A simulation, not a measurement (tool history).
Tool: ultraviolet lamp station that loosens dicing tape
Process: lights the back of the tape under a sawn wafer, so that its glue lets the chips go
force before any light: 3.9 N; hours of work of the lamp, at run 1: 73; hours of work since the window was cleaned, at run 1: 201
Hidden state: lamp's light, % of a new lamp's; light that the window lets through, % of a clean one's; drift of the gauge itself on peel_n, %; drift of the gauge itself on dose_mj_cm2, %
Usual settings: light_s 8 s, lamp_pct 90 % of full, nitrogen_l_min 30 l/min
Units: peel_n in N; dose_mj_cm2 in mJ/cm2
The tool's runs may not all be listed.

| run | hour | light_s | lamp_pct | nitrogen_l_min | hours of work of the lamp | hours of work since the window was cleaned | peel_n | dose_mj_cm2 |
|---|---|---|---|---|---|---|---|---|
| 1 | 0 | 8 | 90 | 30 | 73 | 201 | 0.382 | 310 |
| 2 | 51.6 | 8 | 71 | 30 | 94 | 222 | 0.61 | 242 |
| 3 | 92 | 8 | 71 | 30 | 110 | 239 | 0.59 | 244 |
| 4 | 167.8 | 8 | 90 | 30 | 141 | 270 | 0.408 | 299 |
| 5 | 239 | 8 | 90 | 30 | 170 | 299 | 0.427 | 297 |
| 6 | 306.5 | 8 | 90 | 30 | 198 | 326 | 0.424 | 291 |
| 7 | 363.3 | 8 | 90 | 30 | 221 | 350 | 0.446 | 290 |
| 8 | 398.8 | 8 | 90 | 30 | 236 | 364 | 0.444 | 290 |
| 9 | 479 | 4 | 90 | 30 | 269 | 397 | 1.249 | 138 |
| 10 | 556.2 | 4 | 90 | 30 | 300 | 429 | 1.327 | 139 |
| 11 | 627.1 | 4 | 90 | 30 | 329 | 458 | 1.286 | 137 |
| 12 | 686.3 | 4 | 90 | 30 | 353 | 482 | 1.372 | 134 |
| 13 | 769.6 | 4 | 90 | 29 | 387 | 516 | 1.358 | 132 |
| 14 | 852.4 | 4 | 81 | 27 | 421 | 550 | 1.546 | 115 |
|  | 856.8 | window cleaned of glue's vapour |
| 15 | 915.9 | 4 | 81 | 27 | 447 | 24 | 1.622 | 118 |
| 16 | 981.6 | 4 | 81 | 27 | 474 | 51 | 1.624 | 111 |
| 17 | 1042.4 | 4 | 74 | 27 | 499 | 76 | 1.808 | 102 |
| 18 | 1090.1 | 4 | 79 | 11 | 518 | 95 | 2.042 | 105 |
| 19 | 1165.9 | 4 | 79 | 11 | 549 | 126 | 2.017 | 104 |
|  | 1178 | window cleaned of glue's vapour, once more |
| 20 | 1244.7 | 5 | 70 | 53 | 581 | 27 | 1.401 | 119 |
| 21 | 1287.1 | 5 | 74 | 15 | 599 | 45 | 1.683 | 125 |
| 22 | 1329.2 | 5 | 74 | 15 | 616 | 62 | 1.713 | 120 |

Forecast run 23:
| 23 | 1375.5 | 5 | 74 | 15 | 635 | 81 | ? | ? |

Run 23 gave peel_n 1.692 N, dose_mj_cm2 121 mJ/cm2.
Without the tool's hidden state the same run would have given peel_n 1.215 N, dose_mj_cm2 170 mJ/cm2.
